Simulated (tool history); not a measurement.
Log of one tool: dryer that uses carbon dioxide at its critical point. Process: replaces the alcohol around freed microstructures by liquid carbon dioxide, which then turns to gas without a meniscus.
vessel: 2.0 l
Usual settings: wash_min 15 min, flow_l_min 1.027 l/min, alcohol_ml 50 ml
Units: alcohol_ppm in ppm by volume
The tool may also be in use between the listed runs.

Run 1, hour 0: usual settings. Result: alcohol_ppm 54 ppm by volume.
Run 2, hour 7.5: usual settings. Result: alcohol_ppm 52 ppm by volume.
Run 3, hour 16.7: usual settings. Result: alcohol_ppm 62 ppm by volume.
Run 4, hour 28.9: usual settings but wash_min 18 min. Result: alcohol_ppm 29 ppm by volume.
Run 5, hour 38.6: usual settings but wash_min 18 min. Result: alcohol_ppm 25 ppm by volume.
Run 6, hour 47.5: usual settings. Result: alcohol_ppm 58 ppm by volume.
Run 7, hour 55.2: usual settings. Result: alcohol_ppm 61 ppm by volume.
Run 8, hour 66.5: usual settings but flow_l_min 1.21 l/min. Result: alcohol_ppm 24 ppm by volume.
Run 9, hour 79.9: usual settings but flow_l_min 1.21 l/min. Result: alcohol_ppm 26 ppm by volume.
Run 10, hour 87.6: usual settings but wash_min 16 min. Result: alcohol_ppm 46 ppm by volume.
Run 11, hour 103.9: usual settings but wash_min 16 min. Result: alcohol_ppm 47 ppm by volume.
Run 12, hour 117.2: usual settings but wash_min 16 min. Result: alcohol_ppm 48 ppm by volume.
Run 13, hour 129.7: usual settings but alcohol_ml 64 ml. Result: alcohol_ppm 97 ppm by volume.
Run 14, hour 138.4: usual settings but alcohol_ml 64 ml. Result: alcohol_ppm 90 ppm by volume.
Run 15, hour 151.3: usual settings but alcohol_ml 64 ml. Result: alcohol_ppm 94 ppm by volume.
Run 16, hour 161.9: usual settings but alcohol_ml 64 ml. Result: alcohol_ppm 96 ppm by volume.
Run 17, hour 177.7: usual settings but alcohol_ml 64 ml. Result: alcohol_ppm 86 ppm by volume.
Run 18, hour 191.2: usual settings but flow_l_min 0.86 l/min. Result: alcohol_ppm 192 ppm by volume.
Run 19, hour 204.3: usual settings. Result: alcohol_ppm 79 ppm by volume.
Run 20, hour 214.4: usual settings but flow_l_min 1.21 l/min, alcohol_ml 30 ml. Result: alcohol_ppm 25 ppm by volume.
Run 21, hour 224: usual settings but wash_min 11 min, alcohol_ml 88 ml. Result: alcohol_ppm 596 ppm by volume.
Run 22, hour 233.7: usual settings but wash_min 11 min, alcohol_ml 88 ml. Result: alcohol_ppm 593 ppm by volume.
Run 23, hour 245.9: usual settings. Result: alcohol_ppm 79 ppm by volume.
Run 24, hour 254.8: usual settings but wash_min 14 min, flow_l_min 0.96 l/min, alcohol_ml 106 ml. Result: alcohol_ppm 325 ppm by volume.

Forecast run 25:
Run 25, hour 262.9: usual settings but wash_min 12 min, flow_l_min 0.84 l/min, alcohol_ml 106 ml. Result: alcohol_ppm ?.

Run 25 gave alcohol_ppm 1126 ppm by volume.
Without the tool's hidden state the same run would have given alcohol_ppm 668 ppm by volume.

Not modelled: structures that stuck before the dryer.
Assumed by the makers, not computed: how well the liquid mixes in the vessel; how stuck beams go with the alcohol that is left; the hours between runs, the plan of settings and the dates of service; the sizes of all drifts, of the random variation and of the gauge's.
